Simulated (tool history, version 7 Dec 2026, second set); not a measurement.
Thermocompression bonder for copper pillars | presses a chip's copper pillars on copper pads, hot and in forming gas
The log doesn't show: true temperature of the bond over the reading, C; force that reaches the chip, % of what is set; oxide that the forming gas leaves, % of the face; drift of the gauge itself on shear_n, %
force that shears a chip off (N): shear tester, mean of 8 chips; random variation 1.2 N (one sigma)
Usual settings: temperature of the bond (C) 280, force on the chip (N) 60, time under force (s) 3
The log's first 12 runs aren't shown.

run   hour  temperature of the bond (C)  force on the chip (N)  time under force (s)  hours of work since the heater was calibrated  hours of work since the force cell was calibrated  hours of work since the gas filter was changed  force that shears a chip off (N)
 13  109.2                          280                     54                     3                                            772                                                414                                              18                             104.6
 14  117.2                          280                     54                     3                                            777                                                420                                              23                             104.9
 15  124.2                          280                     55                     3                                            782                                                425                                              28                             104.2
 16  130.0                          280                     55                     3                                            786                                                429                                              32                             104.8
 17  135.4                          280                     55                     3                                            790                                                432                                              36                             106.4
 18  142.2                          280                     46                     2                                            794                                                437                                              41                              81.6
 19  147.6                          280                     43                     7                                            798                                                441                                              44                             110.5
 20  159.8                          280                     60                     7                                            807                                                449                                              53                             129.7
 21  170.3                          280                     60                     7                                            814                                                456                                              60                             127.5
 22  178.8                          267                     77                     3                                            820                                                462                                              66                             113.6
 23  187.3                          279                     60                     3                                            826                                                468                                              72                             107.1
 24  198.7                          297                     48                     5                                            833                                                476                                              80                             119.5
 25  206.6                          297                     48                     5                                            839                                                481                                              85                             119.9
 26  213.3                          260                     69                     2                                            843                                                486                                              90                              89.9
 27  223.7                          309                     60                     7                                            851                                                493                                              97                             138.9
 28  235.6                          280                     85                     3                                            859                                                502                                             105                             124.4
 29  247.8                          283                     85                     2                                            867                                                510                                             113                             118.4
 30  258.1                          302                     54                     2                                            874                                                517                                             121                             108.1
 31  268.4                          276                     54                     2                                            881                                                524                                             128                              85.9
 32  278.5                          276                     54                     2                                            888                                                531                                             135                              88.2

Forecast each of these 4 alternatives for the next run:
  A  290.1                          287                     48                     3                                            896                                                539                                             143                                 ?
  B  290.1                          252                     73                     3                                            896                                                539                                             143                                 ?
  C  290.1                          252                     43                     3                                            896                                                539                                             143                                 ?
  D  290.1                          280                     43                     2                                            896                                                539                                             143                                 ?

run  force that shears a chip off (N)
  A                              99.0
  B                              97.5
  C                              64.4
  D                              74.3
Without the tool's hidden state the same runs would have given:
run  force that shears a chip off (N)
  A                              98.8
  B                              96.3
  C                              62.6
  D                              73.3
